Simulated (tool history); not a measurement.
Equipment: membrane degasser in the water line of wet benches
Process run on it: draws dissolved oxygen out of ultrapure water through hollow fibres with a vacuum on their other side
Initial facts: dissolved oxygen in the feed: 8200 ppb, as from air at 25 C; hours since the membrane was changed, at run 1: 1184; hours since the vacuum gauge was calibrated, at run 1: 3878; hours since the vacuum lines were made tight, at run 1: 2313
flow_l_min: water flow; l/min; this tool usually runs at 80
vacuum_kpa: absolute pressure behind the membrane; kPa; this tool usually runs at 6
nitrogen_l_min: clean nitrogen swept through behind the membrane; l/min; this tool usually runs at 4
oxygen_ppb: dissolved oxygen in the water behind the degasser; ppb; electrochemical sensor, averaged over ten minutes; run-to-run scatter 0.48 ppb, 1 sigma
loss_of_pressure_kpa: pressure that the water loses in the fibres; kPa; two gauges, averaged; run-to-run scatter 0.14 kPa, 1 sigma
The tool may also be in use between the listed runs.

run     day  flow_l_min  vacuum_kpa  nitrogen_l_min  hours since the membrane was changed  hours since the vacuum gauge was calibrated  hours since the vacuum lines were made tight  oxygen_ppb  loss_of_pressure_kpa
  1       0          80           6               4                                  1184                                         3878                                          2313       133.4                 51.57
  2   1.683          80           6               4                                  1224                                         3919                                          2353       133.2                  51.4
  3   2.796          80           6               4                                  1251                                         3945                                          2380       133.7                 51.55
  4   4.879          80           6               4                                  1301                                         3995                                          2430       133.6                 51.34
  5   6.367          80           6               4                                  1336                                         4031                                          2465       133.3                 51.94
  6   7.746          80           6               4                                  1370                                         4064                                          2498         133                 51.52
  7   9.462          80           6               4                                  1411                                         4105                                          2540       133.8                 51.79
  8  10.421          85           6               4                                  1434                                         4128                                          2563         141                 54.66
  9   12.45          85           6               4                                  1482                                         4177                                          2611       142.3                 54.78
 10  14.542          85           6               4                                  1533                                         4227                                          2662       141.8                 55.14
 11  15.658          85           6               4                                  1560                                         4254                                          2688       142.1                 54.82
 12  17.317          85           6               4                                  1599                                         4294                                          2728       141.6                 54.75
 13  18.392          85           6               4                                  1625                                         4320                                          2754         142                 54.72
 14  19.338          85           6               4                                  1648                                         4342                                          2777         142                 54.99
 15  20.471          76       11.96             1.8                                  1675                                         4370                                          2804       697.2                 49.08
 16  21.912          95       11.96             1.8                                  1710                                         4404                                          2838       829.1                 61.28
 17  23.138          95        5.21             2.3                                  1739                                         4434                                          2868       183.3                 61.58
 18  25.112          95        5.21             2.3                                  1786                                         4481                                          2915       183.9                 61.15
 19  26.183          95        5.21             2.3                                  1812                                         4507                                          2941       184.6                 61.57
 20    27.9          95        5.21             2.3                                  1853                                         4548                                          2982       184.1                 61.49
 21  29.104          95        5.21             2.3                                  1882                                         4577                                          3011         184                  61.2
 22  30.804          51        5.21            4.06                                  1923                                         4618                                          3052        64.8                 32.79
 23  32.354          51        5.21            4.06                                  1960                                         4655                                          3089        64.6                 32.92
 24  33.508         120        3.67            6.53                                  1988                                         4683                                          3117        43.2                 77.25
 25  35.525          95       12.26               4                                  2036                                         4731                                          3165       462.2                 61.43
 26  36.683          95        5.15            2.03                                  2064                                         4759                                          3193       196.1                 61.39
 27  38.475          95        5.15            2.03                                  2107                                         4802                                          3236       198.2                  61.3
     38.971  -- vacuum gauge calibrated
 28  40.317          80         5.8            6.53                                  2151                                           32                                          3280          76                 51.59

Branching from run 28: 3 alternative next runs. What would each branch give?
  A  41.521          80        5.52            1.64                                  2180                                           61                                          3309           ?                     ?
  B  41.521          80       12.92           11.17                                  2180                                           61                                          3309           ?                     ?
  C  41.521          80        5.62            6.53                                  2180                                           61                                          3309           ?                     ?

run  oxygen_ppb  loss_of_pressure_kpa
  A       215.2                 51.62
  B       167.6                 51.61
  C        70.6                  51.6
Take away the tool's hidden state, keep each run's random variation, and the runs would have read:
run  oxygen_ppb  loss_of_pressure_kpa
  A       215.9                 51.35
  B       167.5                 51.34
  C        70.7                 51.33
